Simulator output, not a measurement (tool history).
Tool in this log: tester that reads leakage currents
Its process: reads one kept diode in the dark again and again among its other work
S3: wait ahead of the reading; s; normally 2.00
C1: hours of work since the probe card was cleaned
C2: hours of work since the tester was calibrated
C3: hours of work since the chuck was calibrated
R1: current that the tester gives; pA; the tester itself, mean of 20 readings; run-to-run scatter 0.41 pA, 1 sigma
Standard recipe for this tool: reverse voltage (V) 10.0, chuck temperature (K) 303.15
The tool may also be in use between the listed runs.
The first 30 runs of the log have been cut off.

run 31 hour=3680.2 | reverse_voltage_(V)=4.2 chuck_temperature_(K)=310.15 S3=0.61 | C1=613 C2=3732 C3=939 | R1=158.22
run 32 hour=3842.9 | reverse_voltage_(V)=2.0 chuck_temperature_(K)=296.15 S3=0.37 | C1=731 C2=3850 C3=1057 | R1=35.44
run 33 hour=3988.6 | reverse_voltage_(V)=2.0 chuck_temperature_(K)=301.15 S3=0.37 | C1=837 C2=3956 C3=1163 | R1=53.60
run 34 hour=4151.0 | reverse_voltage_(V)=2.0 chuck_temperature_(K)=301.15 S3=0.37 | C1=955 C2=4074 C3=1281 | R1=53.69
run 35 hour=4289.8 | reverse_voltage_(V)=1.0 chuck_temperature_(K)=307.15 S3=3.66 | C1=1056 C2=4175 C3=1382 | R1=61.76
run 36 hour=4443.2 | reverse_voltage_(V)=6.9 chuck_temperature_(K)=320.15 S3=0.43 | C1=1167 C2=4287 C3=1493 | R1=431.10
-- hour=4531.5 tester calibrated
run 37 hour=4589.5 | reverse_voltage_(V)=2.5 chuck_temperature_(K)=294.15 S3=5.08 | C1=1272 C2=42 C3=1598 | R1=32.17
run 38 hour=4663.7 | reverse_voltage_(V)=2.5 chuck_temperature_(K)=294.15 S3=2.20 | C1=1326 C2=96 C3=1652 | R1=32.11
run 39 hour=4776.6 | reverse_voltage_(V)=1.7 chuck_temperature_(K)=295.15 S3=0.31 | C1=1408 C2=178 C3=1734 | R1=30.63
-- hour=4830.2 probe card cleaned and baked
-- hour=4843.6 chuck's temperature calibrated
run 40 hour=4858.5 | reverse_voltage_(V)=1.7 chuck_temperature_(K)=295.15 S3=0.31 | C1=19 C2=234 C3=11 | R1=30.50

Alternative continuations, all from the tool just after run 40; predict every row:
run A hour=4943.1 | reverse_voltage_(V)=2.2 chuck_temperature_(K)=303.15 S3=2.00 | C1=81 C2=295 C3=72 | R1=?
run B hour=4943.1 | reverse_voltage_(V)=5.8 chuck_temperature_(K)=302.15 S3=5.10 | C1=81 C2=295 C3=72 | R1=?
run C hour=4943.1 | reverse_voltage_(V)=1.7 chuck_temperature_(K)=317.15 S3=0.31 | C1=81 C2=295 C3=72 | R1=?
run D hour=4943.1 | reverse_voltage_(V)=1.3 chuck_temperature_(K)=308.15 S3=1.04 | C1=81 C2=295 C3=72 | R1=?

run=A R1=64.92
run=B R1=95.08
run=C R1=175.27
run=D R1=76.42
Without the tool's hidden state the same runs would have given:
run=A R1=64.92
run=B R1=95.08
run=C R1=175.27
run=D R1=76.42

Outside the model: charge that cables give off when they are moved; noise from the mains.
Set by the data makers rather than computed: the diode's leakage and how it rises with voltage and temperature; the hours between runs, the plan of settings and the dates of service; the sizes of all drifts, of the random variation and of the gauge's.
